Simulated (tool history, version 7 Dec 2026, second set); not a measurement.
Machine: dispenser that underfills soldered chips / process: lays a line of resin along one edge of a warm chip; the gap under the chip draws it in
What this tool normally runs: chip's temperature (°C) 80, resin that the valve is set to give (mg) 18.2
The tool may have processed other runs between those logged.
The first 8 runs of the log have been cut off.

run	hour	chip's temperature (°C)	resin that the valve is set to give (mg)	hours of work since the syringe was changed	hours of work since the valve was cleaned	hours of work since the stage was calibrated	time until the resin shows at the far edge (s)	resin that the valve gave (mg)
9	65.3	80	21.5	9	75	155	77.8	20.79
# hour 66.6: new syringe of resin
10	70.7	80	21.5	3	78	159	60.5	20.79
11	77	80	21.5	7	83	163	71.6	20.75
# hour 81.6: new syringe of resin
12	88.4	80	21.5	5	91	171	65.4	20.74
# hour 95.9: new syringe of resin
13	98.5	80	21.5	2	98	178	57.1	20.61
14	107.7	80	21.5	8	104	185	73.3	20.63
# hour 110.4: new syringe of resin
15	116.2	85	18.2	4	110	190	54.6	17.41
16	122.5	85	18.2	9	115	195	64.3	17.45
# hour 124.7: new syringe of resin
17	131.4	85	18.2	5	121	201	56	17.45
18	136.3	85	18.2	8	124	205	65.3	17.29
# hour 138.7: new syringe of resin
19	141.7	85	18.2	2	128	208	51.2	17.18
20	147.2	85	18.2	6	132	212	59.6	17.31
21	152.3	85	18.2	10	136	216	68.1	17.3
# hour 153.4: new syringe of resin
# hour 162.1: dispensing valve cleaned and set on the balance
22	163.4	71	20.7	6	1	223	93.2	20.7
# hour 168.6: new syringe of resin
23	173.5	71	20.7	4	8	230	84.5	20.76
24	181.2	71	16.4	9	14	235	109.5	16.44
# hour 183: new syringe of resin
25	191.9	71	16.4	6	21	243	95.6	16.24
# hour 197.2: new syringe of resin
26	199.5	71	16.4	2	26	248	80.8	16.25
27	210.5	95	18.2	10	34	256	49.9	18.07
# hour 211.7: new syringe of resin
28	216	92	16.7	3	38	260	43.2	16.45
29	221.5	76	19.8	7	42	264	82.1	19.45
# hour 226.1: new syringe of resin
30	232.5	76	19.8	5	49	271	73.4	19.44

Run 31 has not been measured yet. What should we expect?
# hour 240.3: new syringe of resin
31	241.6	76	19.8	1	56	278	?	?

time until the resin shows at the far edge (s): 63.9
resin that the valve gave (mg): 19.36
The same run, on a tool lacking any hidden state, would have yielded time until the resin shows at the far edge (s) 62.9, resin that the valve gave (mg) 19.75.

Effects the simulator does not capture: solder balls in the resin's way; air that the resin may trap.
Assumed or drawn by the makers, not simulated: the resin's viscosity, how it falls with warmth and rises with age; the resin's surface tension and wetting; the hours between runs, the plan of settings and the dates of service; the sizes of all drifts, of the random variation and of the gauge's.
